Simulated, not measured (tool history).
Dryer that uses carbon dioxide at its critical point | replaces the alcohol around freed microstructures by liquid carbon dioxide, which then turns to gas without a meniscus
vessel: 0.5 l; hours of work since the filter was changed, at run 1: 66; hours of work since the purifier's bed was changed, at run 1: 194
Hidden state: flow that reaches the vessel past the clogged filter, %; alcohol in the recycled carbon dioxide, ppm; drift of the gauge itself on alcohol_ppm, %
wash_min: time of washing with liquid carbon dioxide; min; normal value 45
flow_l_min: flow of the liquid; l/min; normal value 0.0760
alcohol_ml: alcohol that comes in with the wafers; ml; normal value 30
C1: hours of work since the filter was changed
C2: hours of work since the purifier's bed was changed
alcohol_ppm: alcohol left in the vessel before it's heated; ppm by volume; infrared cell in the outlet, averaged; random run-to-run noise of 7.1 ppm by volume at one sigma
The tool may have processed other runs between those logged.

Run 1, hour 0.0: usual settings; C1 66; C2 194. Result: alcohol_ppm 472 ppm by volume.
Run 2, hour 7.9: usual settings; C1 71; C2 199. Result: alcohol_ppm 489 ppm by volume.
Run 3, hour 16.7: usual settings; C1 76; C2 205. Result: alcohol_ppm 480 ppm by volume.
Run 4, hour 23.6: usual settings but flow_l_min 0.0647 l/min; C1 81; C2 209. Result: alcohol_ppm 996 ppm by volume.
Run 5, hour 29.8: usual settings; C1 84; C2 213. Result: alcohol_ppm 512 ppm by volume.
Run 6, hour 41.7: usual settings; C1 92; C2 220. Result: alcohol_ppm 512 ppm by volume.
Run 7, hour 48.2: usual settings; C1 96; C2 224. Result: alcohol_ppm 518 ppm by volume.
Run 8, hour 58.9: usual settings; C1 102; C2 231. Result: alcohol_ppm 554 ppm by volume.
Run 9, hour 68.4: usual settings; C1 108; C2 236. Result: alcohol_ppm 555 ppm by volume.
Run 10, hour 79.2: usual settings; C1 115; C2 243. Result: alcohol_ppm 562 ppm by volume.
Run 11, hour 91.3: usual settings; C1 122; C2 250. Result: alcohol_ppm 570 ppm by volume.
Run 12, hour 97.4: usual settings; C1 126; C2 254. Result: alcohol_ppm 570 ppm by volume.
Run 13, hour 106.1: usual settings but alcohol_ml 47 ml; C1 131; C2 259. Result: alcohol_ppm 910 ppm by volume.
Run 14, hour 113.5: usual settings but alcohol_ml 47 ml; C1 136; C2 264. Result: alcohol_ppm 934 ppm by volume.
Run 15, hour 121.3: usual settings but alcohol_ml 47 ml; C1 141; C2 269. Result: alcohol_ppm 918 ppm by volume.
Run 16, hour 132.5: usual settings but flow_l_min 0.0905 l/min, alcohol_ml 87 ml; C1 147; C2 276. Result: alcohol_ppm 730 ppm by volume.
Run 17, hour 141.9: usual settings but wash_min 72 min; C1 153; C2 281. Result: alcohol_ppm 92 ppm by volume.
Run 18, hour 155.3: usual settings but alcohol_ml 21 ml; C1 161; C2 290. Result: alcohol_ppm 481 ppm by volume.
Run 19, hour 162.3: usual settings but wash_min 29 min, flow_l_min 0.0752 l/min, alcohol_ml 72 ml; C1 166; C2 294. Result: alcohol_ppm 8006 ppm by volume.
Run 20, hour 167.8: usual settings but wash_min 54 min, flow_l_min 0.0829 l/min; C1 169; C2 297. Result: alcohol_ppm 215 ppm by volume.
Run 21, hour 176.0: usual settings but wash_min 66 min, flow_l_min 0.0607 l/min, alcohol_ml 41 ml; C1 174; C2 302. Result: alcohol_ppm 469 ppm by volume.
Run 22, hour 181.7: usual settings but wash_min 36 min, flow_l_min 0.0570 l/min, alcohol_ml 51 ml; C1 178; C2 306. Result: alcohol_ppm 6920 ppm by volume.
Run 23, hour 191.2: usual settings but wash_min 61 min, flow_l_min 0.1092 l/min, alcohol_ml 51 ml; C1 183; C2 312. Result: alcohol_ppm 71 ppm by volume.
Run 24, hour 199.2: usual settings but wash_min 61 min, flow_l_min 0.1092 l/min, alcohol_ml 51 ml; C1 188; C2 317. Result: alcohol_ppm 80 ppm by volume.
Run 25, hour 206.2: usual settings but wash_min 65 min, flow_l_min 0.0478 l/min; C1 193; C2 321. Result: alcohol_ppm 1158 ppm by volume.
At hour 209.4: inlet filter changed.
Run 26, hour 217.8: usual settings but wash_min 31 min, flow_l_min 0.1107 l/min; C1 5; C2 327. Result: alcohol_ppm 382 ppm by volume.

Measured less the same run without the tool's hidden state. The same run-to-run variation is in both; the gauge's scatter may not be:
run  alcohol_ppm
  1         +130
  2         +141
  3         +142
  4         +251
  5         +166
  6         +174
  7         +182
  8         +201
  9         +212
 10         +224
 11         +237
 12         +237
 13         +377
 14         +397
 15         +404
 16         +370
 17          +71
 18         +245
 19        +2629
 20         +136
 21         +270
 22        +2285
 23          +69
 24          +67
 25         +574
 26          +70

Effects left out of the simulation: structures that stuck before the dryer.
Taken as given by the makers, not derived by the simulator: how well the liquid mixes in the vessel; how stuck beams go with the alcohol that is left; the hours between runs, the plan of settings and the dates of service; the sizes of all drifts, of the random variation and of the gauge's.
